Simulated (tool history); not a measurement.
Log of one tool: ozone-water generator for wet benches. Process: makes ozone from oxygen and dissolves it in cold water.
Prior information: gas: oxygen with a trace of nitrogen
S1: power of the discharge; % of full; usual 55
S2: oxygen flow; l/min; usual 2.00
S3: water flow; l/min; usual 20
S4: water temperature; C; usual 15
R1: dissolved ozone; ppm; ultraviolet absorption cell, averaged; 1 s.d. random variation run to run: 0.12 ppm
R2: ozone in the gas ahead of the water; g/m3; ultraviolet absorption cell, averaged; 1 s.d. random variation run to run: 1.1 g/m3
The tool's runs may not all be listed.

run,hour,S1,S2,S3,S4,R1,R2
1,0.0,55,2.00,20,15,10.6,188.1
2,93.4,75,2.00,20,15,12.8,232.0
3,179.5,75,2.00,21,15,12.3,231.4
4,238.7,75,2.00,21,15,12.1,231.0
5,281.2,75,2.00,21,15,12.1,230.8
6,359.6,75,2.00,21,15,12.4,231.9
7,404.0,75,2.00,21,15,12.4,231.9
8,450.4,55,2.00,20,15,10.5,190.0
9,518.2,55,2.00,20,15,10.7,188.9
10,604.0,55,2.00,20,15,10.6,190.1
11,678.1,55,2.00,20,15,10.5,188.1
12,724.2,55,2.00,20,15,10.6,189.4
13,785.4,55,2.00,20,15,10.7,190.8
14,845.3,55,2.20,20,15,11.1,183.2
15,898.7,55,2.20,20,15,10.8,184.5
16,977.3,55,2.00,20,20,10.2,189.0
17,1050.0,55,2.00,13,15,15.9,187.7
18,1123.6,56,2.00,20,19,10.5,191.0
19,1186.1,56,2.00,20,19,10.3,190.7
20,1224.1,47,2.00,22,22,8.0,170.0
# hour 1292.9: contactor cleaned
21,1292.9,53,1.81,19,15,10.1,192.0
22,1344.9,53,2.10,19,8,11.6,181.4
23,1391.3,53,2.10,19,8,11.5,181.6
24,1475.7,53,2.10,19,8,11.9,182.1
25,1543.4,47,2.10,19,23,9.5,169.1
26,1604.9,47,2.10,19,23,9.6,167.9
27,1696.8,47,2.10,19,23,9.8,168.2
28,1757.5,47,2.10,19,23,9.8,168.2
29,1807.4,47,2.10,19,23,9.5,168.5
30,1871.8,47,2.10,19,23,9.5,167.5
31,1962.8,72,2.00,16,15,15.6,225.0
32,2025.1,72,2.00,16,15,16.0,227.1
33,2077.9,72,2.00,25,15,9.9,225.0

Alternative continuations, all from the tool just after run 33; predict every row:
A,2150.8,57,2.00,28,15,?,?
B,2150.8,55,1.31,20,8,?,?
C,2150.8,55,3.45,14,21,?,?
D,2150.8,72,2.54,23,15,?,?

run,R1,R2
A,7.6,194.0
B,8.7,216.3
C,16.7,158.0
D,12.2,207.6
Had the tool no hidden state, the same runs would have come out as:
run,R1,R2
A,7.6,194.2
B,8.7,216.5
C,16.8,158.2
D,12.2,207.9
